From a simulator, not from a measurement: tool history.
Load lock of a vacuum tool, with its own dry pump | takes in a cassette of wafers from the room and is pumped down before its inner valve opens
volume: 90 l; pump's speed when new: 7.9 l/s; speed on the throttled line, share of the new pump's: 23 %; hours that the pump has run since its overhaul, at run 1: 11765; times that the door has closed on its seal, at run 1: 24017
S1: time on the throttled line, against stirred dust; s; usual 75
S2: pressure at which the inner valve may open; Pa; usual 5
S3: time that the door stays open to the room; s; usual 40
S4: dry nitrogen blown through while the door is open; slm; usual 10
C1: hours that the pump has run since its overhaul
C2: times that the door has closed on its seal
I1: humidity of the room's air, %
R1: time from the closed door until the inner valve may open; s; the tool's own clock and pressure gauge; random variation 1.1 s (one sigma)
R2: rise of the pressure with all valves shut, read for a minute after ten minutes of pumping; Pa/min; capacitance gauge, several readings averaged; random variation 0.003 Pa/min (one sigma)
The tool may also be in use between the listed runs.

| run | hour | S1 | S2 | S3 | S4 | C1 | C2 | I1 | R1 | R2 |
|---|---|---|---|---|---|---|---|---|---|---|
| 1 | 0.0 | 75 | 5 | 40 | 10 | 11765 | 24017 | 45.6 | 192.7 | 0.320 |
| 2 | 300.1 | 75 | 5 | 40 | 10 | 12065 | 24976 | 46.4 | 195.0 | 0.343 |
| 3 | 555.0 | 75 | 5 | 40 | 10 | 12320 | 25791 | 44.2 | 192.0 | 0.351 |
| 4 | 772.4 | 75 | 5 | 40 | 10 | 12537 | 26486 | 45.7 | 193.2 | 0.369 |
| 5 | 971.9 | 75 | 5 | 40 | 10 | 12737 | 27123 | 46.0 | 195.9 | 0.384 |
| 6 | 1187.2 | 75 | 5 | 40 | 10 | 12952 | 27812 | 45.8 | 195.6 | 0.394 |
| 7 | 1365.5 | 75 | 5 | 40 | 10 | 13130 | 28381 | 46.2 | 196.4 | 0.420 |
| 8 | 1538.8 | 40 | 5 | 40 | 14 | 13304 | 28935 | 42.5 | 172.8 | 0.422 |
| 9 | 1783.8 | 69 | 7 | 94 | 12 | 13549 | 29718 | 43.6 | 187.7 | 0.458 |
| 10 | 2077.7 | 75 | 5 | 226 | 15 | 13842 | 30658 | 44.5 | 197.2 | 0.507 |
| 11 | 2248.2 | 145 | 7 | 226 | 15 | 14013 | 31203 | 48.0 | 242.4 | 0.515 |
| 12 | 2457.3 | 44 | 7 | 41 | 15 | 14222 | 31871 | 45.5 | 171.5 | 0.487 |
| 13 | 2626.9 | 68 | 5 | 41 | 15 | 14392 | 32413 | 44.0 | 193.5 | 0.499 |
| 14 | 2794.1 | 68 | 5 | 41 | 15 | 14559 | 32947 | 44.3 | 197.5 | 0.519 |

Forecast each of these 3 alternatives for the next run:
| A | 3137.6 | 68 | 5 | 103 | 11 | 14902 | 34045 | 45.1 | ? | ? |
| B | 3137.6 | 75 | 5 | 38 | 10 | 14902 | 34045 | 44.2 | ? | ? |
| C | 3137.6 | 89 | 5 | 40 | 6 | 14902 | 34045 | 43.6 | ? | ? |

| run | R1 | R2 |
|---|---|---|
| A | 193.8 | 0.560 |
| B | 199.4 | 0.536 |
| C | 210.7 | 0.532 |
Without the tool's hidden state the same runs would have given:
| run | R1 | R2 |
|---|---|---|
| A | 165.3 | 0.057 |
| B | 171.2 | 0.035 |
| C | 183.3 | 0.035 |
